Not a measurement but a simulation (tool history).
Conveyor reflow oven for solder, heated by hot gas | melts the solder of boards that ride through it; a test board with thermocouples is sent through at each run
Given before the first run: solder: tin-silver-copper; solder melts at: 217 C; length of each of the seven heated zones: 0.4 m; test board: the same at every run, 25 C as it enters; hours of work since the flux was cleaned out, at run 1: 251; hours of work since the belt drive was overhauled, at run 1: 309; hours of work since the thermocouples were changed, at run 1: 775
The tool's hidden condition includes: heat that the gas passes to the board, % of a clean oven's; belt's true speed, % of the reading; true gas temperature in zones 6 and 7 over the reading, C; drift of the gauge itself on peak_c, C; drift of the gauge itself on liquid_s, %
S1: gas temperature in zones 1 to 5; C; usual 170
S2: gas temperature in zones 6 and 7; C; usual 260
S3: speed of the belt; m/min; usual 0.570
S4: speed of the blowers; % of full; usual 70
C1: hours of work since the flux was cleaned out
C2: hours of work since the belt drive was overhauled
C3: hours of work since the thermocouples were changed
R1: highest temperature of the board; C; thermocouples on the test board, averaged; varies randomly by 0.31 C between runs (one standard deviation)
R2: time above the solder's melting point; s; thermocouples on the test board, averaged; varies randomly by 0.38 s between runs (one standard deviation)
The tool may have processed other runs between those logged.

{"run": 1, "hour": 0.0, "S1": 170, "S2": 260, "S3": 0.57, "S4": 70, "C1": 251, "C2": 309, "C3": 775, "R1": 243.8, "R2": 55.0}
{"run": 2, "hour": 23.9, "S1": 170, "S2": 260, "S3": 0.479, "S4": 70, "C1": 269, "C2": 328, "C3": 794, "R1": 248.2, "R2": 73.1}
{"run": 3, "hour": 45.6, "S1": 170, "S2": 260, "S3": 0.479, "S4": 70, "C1": 286, "C2": 345, "C3": 811, "R1": 248.4, "R2": 73.2}
{"hour": 66.0, "done": "flux residue cleaned out of gas plates and filters"}
{"run": 4, "hour": 68.6, "S1": 170, "S2": 260, "S3": 0.479, "S4": 70, "C1": 2, "C2": 359, "C3": 825, "R1": 250.3, "R2": 76.5}
{"run": 5, "hour": 79.2, "S1": 170, "S2": 260, "S3": 0.479, "S4": 70, "C1": 10, "C2": 367, "C3": 833, "R1": 250.3, "R2": 75.7}
{"run": 6, "hour": 97.5, "S1": 170, "S2": 260, "S3": 0.554, "S4": 70, "C1": 25, "C2": 381, "C3": 848, "R1": 247.6, "R2": 61.7}
{"run": 7, "hour": 119.3, "S1": 170, "S2": 260, "S3": 0.57, "S4": 70, "C1": 42, "C2": 399, "C3": 865, "R1": 246.1, "R2": 58.7}
{"run": 8, "hour": 143.0, "S1": 170, "S2": 260, "S3": 0.57, "S4": 70, "C1": 60, "C2": 417, "C3": 883, "R1": 245.8, "R2": 57.9}
{"run": 9, "hour": 156.5, "S1": 170, "S2": 260, "S3": 0.57, "S4": 70, "C1": 71, "C2": 428, "C3": 894, "R1": 246.1, "R2": 58.4}
{"run": 10, "hour": 174.0, "S1": 170, "S2": 260, "S3": 0.542, "S4": 70, "C1": 85, "C2": 441, "C3": 908, "R1": 247.5, "R2": 62.2}
{"run": 11, "hour": 191.0, "S1": 170, "S2": 260, "S3": 0.542, "S4": 70, "C1": 98, "C2": 455, "C3": 921, "R1": 246.9, "R2": 62.9}
{"run": 12, "hour": 201.4, "S1": 170, "S2": 260, "S3": 0.542, "S4": 70, "C1": 106, "C2": 463, "C3": 929, "R1": 246.6, "R2": 63.3}
{"run": 13, "hour": 215.2, "S1": 170, "S2": 260, "S3": 0.542, "S4": 70, "C1": 117, "C2": 474, "C3": 940, "R1": 246.3, "R2": 62.4}
{"run": 14, "hour": 238.0, "S1": 170, "S2": 275, "S3": 0.57, "S4": 70, "C1": 135, "C2": 492, "C3": 958, "R1": 259.0, "R2": 67.9}
{"hour": 248.6, "done": "thermocouples of zones 6 and 7 changed"}
{"run": 15, "hour": 252.6, "S1": 165, "S2": 260, "S3": 0.57, "S4": 70, "C1": 145, "C2": 501, "C3": 3, "R1": 245.2, "R2": 55.8}
{"run": 16, "hour": 262.8, "S1": 171, "S2": 252, "S3": 0.584, "S4": 51, "C1": 153, "C2": 509, "C3": 11, "R1": 234.8, "R2": 42.2}
{"run": 17, "hour": 280.4, "S1": 170, "S2": 258, "S3": 0.57, "S4": 70, "C1": 166, "C2": 523, "C3": 25, "R1": 244.6, "R2": 56.7}
{"hour": 286.2, "done": "belt drive overhauled, speed set with a stopwatch"}
{"run": 18, "hour": 303.6, "S1": 170, "S2": 260, "S3": 0.57, "S4": 70, "C1": 181, "C2": 14, "C3": 40, "R1": 246.6, "R2": 58.7}
{"run": 19, "hour": 327.0, "S1": 170, "S2": 260, "S3": 0.6, "S4": 55, "C1": 200, "C2": 32, "C3": 58, "R1": 241.4, "R2": 48.7}
{"hour": 337.6, "done": "belt drive overhauled, speed set with a stopwatch, once more"}
{"run": 20, "hour": 344.5, "S1": 170, "S2": 260, "S3": 0.6, "S4": 55, "C1": 210, "C2": 5, "C3": 69, "R1": 240.2, "R2": 46.6}
{"run": 21, "hour": 361.9, "S1": 176, "S2": 272, "S3": 0.482, "S4": 65, "C1": 224, "C2": 19, "C3": 83, "R1": 260.3, "R2": 83.9}
{"run": 22, "hour": 379.2, "S1": 173, "S2": 261, "S3": 0.62, "S4": 56, "C1": 238, "C2": 33, "C3": 96, "R1": 241.0, "R2": 45.6}
{"run": 23, "hour": 397.1, "S1": 173, "S2": 261, "S3": 0.62, "S4": 56, "C1": 252, "C2": 47, "C3": 110, "R1": 240.8, "R2": 45.5}
{"run": 24, "hour": 418.3, "S1": 176, "S2": 249, "S3": 0.524, "S4": 56, "C1": 268, "C2": 63, "C3": 127, "R1": 235.9, "R2": 52.2}
{"run": 25, "hour": 436.2, "S1": 170, "S2": 260, "S3": 0.66, "S4": 70, "C1": 282, "C2": 77, "C3": 141, "R1": 239.2, "R2": 41.3}
{"run": 26, "hour": 450.0, "S1": 169, "S2": 260, "S3": 0.57, "S4": 68, "C1": 293, "C2": 88, "C3": 151, "R1": 243.4, "R2": 54.4}
{"hour": 462.0, "done": "flux residue cleaned out of gas plates and filters"}
{"run": 27, "hour": 475.8, "S1": 179, "S2": 260, "S3": 0.57, "S4": 72, "C1": 11, "C2": 104, "C3": 168, "R1": 247.4, "R2": 63.6}
{"run": 28, "hour": 494.2, "S1": 179, "S2": 260, "S3": 0.57, "S4": 72, "C1": 25, "C2": 119, "C3": 182, "R1": 247.9, "R2": 63.5}
{"run": 29, "hour": 512.9, "S1": 170, "S2": 255, "S3": 0.468, "S4": 85, "C1": 40, "C2": 133, "C3": 197, "R1": 247.9, "R2": 76.8}
{"run": 30, "hour": 527.6, "S1": 170, "S2": 255, "S3": 0.468, "S4": 85, "C1": 51, "C2": 145, "C3": 208, "R1": 248.2, "R2": 76.5}

Consider 3 possible next runs. They are alternatives, not a sequence: every one starts from the tool as it was left by run 30. What does each give?
{"run": "A", "hour": 550.8, "S1": 176, "S2": 255, "S3": 0.475, "S4": 85, "C1": 70, "C2": 163, "C3": 227, "R1": "?", "R2": "?"}
{"run": "B", "hour": 550.8, "S1": 170, "S2": 260, "S3": 0.549, "S4": 70, "C1": 70, "C2": 163, "C3": 227, "R1": "?", "R2": "?"}
{"run": "C", "hour": 550.8, "S1": 170, "S2": 273, "S3": 0.468, "S4": 85, "C1": 70, "C2": 163, "C3": 227, "R1": "?", "R2": "?"}

run=A R1=247.5 R2=78.6
run=B R1=247.3 R2=62.0
run=C R1=264.9 R2=88.0
The same runs, with their run-to-run variation unchanged, on a tool lacking any hidden condition would have given:
run=A R1=248.6 R2=79.4
run=B R1=248.5 R2=63.0
run=C R1=266.1 R2=88.4
